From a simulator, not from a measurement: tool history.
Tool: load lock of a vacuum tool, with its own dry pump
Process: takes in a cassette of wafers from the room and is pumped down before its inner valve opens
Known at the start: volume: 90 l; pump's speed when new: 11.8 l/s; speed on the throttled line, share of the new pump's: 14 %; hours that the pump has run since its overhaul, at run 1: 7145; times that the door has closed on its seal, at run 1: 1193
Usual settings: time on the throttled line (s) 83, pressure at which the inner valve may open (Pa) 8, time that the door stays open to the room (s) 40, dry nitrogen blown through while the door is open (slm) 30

run	hour	time on the throttled line (s)	pressure at which the inner valve may open (Pa)	time that the door stays open to the room (s)	dry nitrogen blown through while the door is open (slm)	hours that the pump has run since its overhaul	times that the door has closed on its seal	incoming humidity of the room's air, %	time from the closed door until the inner valve may open (s)	rise of the pressure with all valves shut (Pa/min)
1	0	83	8	40	30	7145	1193	47.1	144.9	0.008
2	506.5	83	8	40	30	7651	3522	44.3	143.7	0.011
3	972.4	83	8	40	30	8117	5664	41.3	142.7	0.008
4	1479.5	83	8	40	30	8624	7995	44.7	142.9	0.012
5	2011.4	83	8	40	30	9156	10441	42.4	144.7	0.009
6	2436.9	83	8	40	30	9582	12398	45.1	143.7	0.012
7	2771.9	83	8	40	30	9917	13938	47.3	144.7	0.012
8	3016	83	12	40	30	10161	15060	44.1	139.8	0.013
9	3376.6	83	12	40	30	10521	16718	45.2	140.8	0.011
10	3797.2	53	8	40	30	10942	18652	47.3	117.9	0.012
11	4040.5	53	8	40	30	11185	19771	44.7	118.2	0.011
12	4344.9	53	8	40	30	11490	21170	44.9	117.2	0.009
13	4628.2	53	8	40	30	11773	22473	47.1	119.1	0.013
14	4906.1	53	8	40	30	12051	23751	41.6	117.5	0.011
15	5387.8	100	8	40	30	12533	25965	47.3	159.6	0.012
16	5926	110	8	40	30	13071	28440	44.9	166.7	0.014
17	6224.7	110	8	40	30	13369	29813	44.2	167.9	0.014
18	6638.5	110	11	40	30	13783	31716	44.5	164.9	0.01
# hour 6883: door's seal changed, seat wiped
19	6883	83	8	176	30	14026	0	45.3	145.1	0.02
20	7304.5	83	8	176	30	14448	1938	44.8	144.5	0.016
21	7744.7	83	8	176	30	14888	3962	44.3	143.2	0.016
22	8013	83	8	176	30	15156	5196	44.6	144.2	0.016
23	8353.6	83	8	176	30	15497	6762	44	144.8	0.02
24	8797.3	83	8	176	30	15941	8802	45.6	143.7	0.023
25	9276.8	83	8	176	30	16420	11006	43.3	143.8	0.023
26	9631.6	83	8	176	30	16775	12638	42.5	144.7	0.023
27	10042	68	15	36	44	17185	14525	45.5	126.5	0.007
# hour 10119.7: dry pump taken out, an overhauled one fitted
28	10286.2	52	10	36	44	167	15620	48.5	117	0.011
29	10614.5	83	11	45	30	495	17129	45.9	141.9	0.018
30	10922.5	83	11	45	30	803	18546	44.5	141.3	0.009
31	11348	83	14	34	30	1228	20502	45.3	140.2	0.014
32	11824.3	133	14	126	30	1705	22692	43	181.8	0.018
33	12146.8	133	14	126	30	2027	24175	48.3	181.3	0.021
34	12461.9	133	14	126	30	2342	25624	44.1	182.9	0.022
35	12934.3	115	13	40	4	2815	27796	44.7	169.4	0.025
36	13403.4	115	13	40	4	3284	29953	44.9	165.8	0.026

Forecast each of these 3 alternatives for the next run:
A	13647.5	115	12	126	29	3528	31075	47.3	?	?
B	13647.5	44	8	40	30	3528	31075	45.2	?	?
C	13647.5	119	13	48	7	3528	31075	40.3	?	?

run	time from the closed door until the inner valve may open (s)	rise of the pressure with all valves shut (Pa/min)
A	168.6	0.015
B	110.3	0.01
C	169.2	0.02
Without the tool's hidden state the same runs would have given:
run	time from the closed door until the inner valve may open (s)	rise of the pressure with all valves shut (Pa/min)
A	168.6	0.013
B	110.2	0.007
C	169.2	0.018

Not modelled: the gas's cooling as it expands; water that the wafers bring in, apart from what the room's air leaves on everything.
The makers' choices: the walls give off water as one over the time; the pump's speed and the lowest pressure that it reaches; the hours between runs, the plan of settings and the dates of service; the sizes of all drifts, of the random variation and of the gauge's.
